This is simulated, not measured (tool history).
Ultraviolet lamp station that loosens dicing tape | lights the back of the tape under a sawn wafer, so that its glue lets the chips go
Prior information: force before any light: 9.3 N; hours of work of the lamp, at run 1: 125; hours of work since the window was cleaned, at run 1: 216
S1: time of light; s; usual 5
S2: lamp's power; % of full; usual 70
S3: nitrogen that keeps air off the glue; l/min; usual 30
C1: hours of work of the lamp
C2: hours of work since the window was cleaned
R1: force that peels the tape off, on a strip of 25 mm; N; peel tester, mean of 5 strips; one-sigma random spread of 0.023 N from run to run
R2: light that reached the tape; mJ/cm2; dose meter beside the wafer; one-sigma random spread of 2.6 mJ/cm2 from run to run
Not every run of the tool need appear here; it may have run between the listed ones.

run	hour	S1	S2	S3	C1	C2	R1	R2
1	0	5	70	30	125	216	1.445	281
2	11.7	5	70	30	134	224	1.423	281
3	21.7	5	70	30	142	232	1.444	280
4	32.6	5	70	30	150	240	1.465	278
5	44.9	5	70	30	159	249	1.488	273
6	56.4	5	65	30	168	258	1.708	252
# hour 61.8: window cleaned of glue's vapour
7	62.6	3	70	30	172	1	2.663	183
8	72.5	3	70	30	179	8	2.826	178
9	83.2	3	70	30	187	16	2.738	182
10	95.3	3	70	32	197	25	2.625	177

Expected results for the next run?
11	104.8	5	70	30	204	32	?	?

Run 11 produced R1 1.361 N, R2 296 mJ/cm2.
With the hidden condition absent and the run-to-run variation left alone, this run would have shown R1 1.147 N, R2 325 mJ/cm2.

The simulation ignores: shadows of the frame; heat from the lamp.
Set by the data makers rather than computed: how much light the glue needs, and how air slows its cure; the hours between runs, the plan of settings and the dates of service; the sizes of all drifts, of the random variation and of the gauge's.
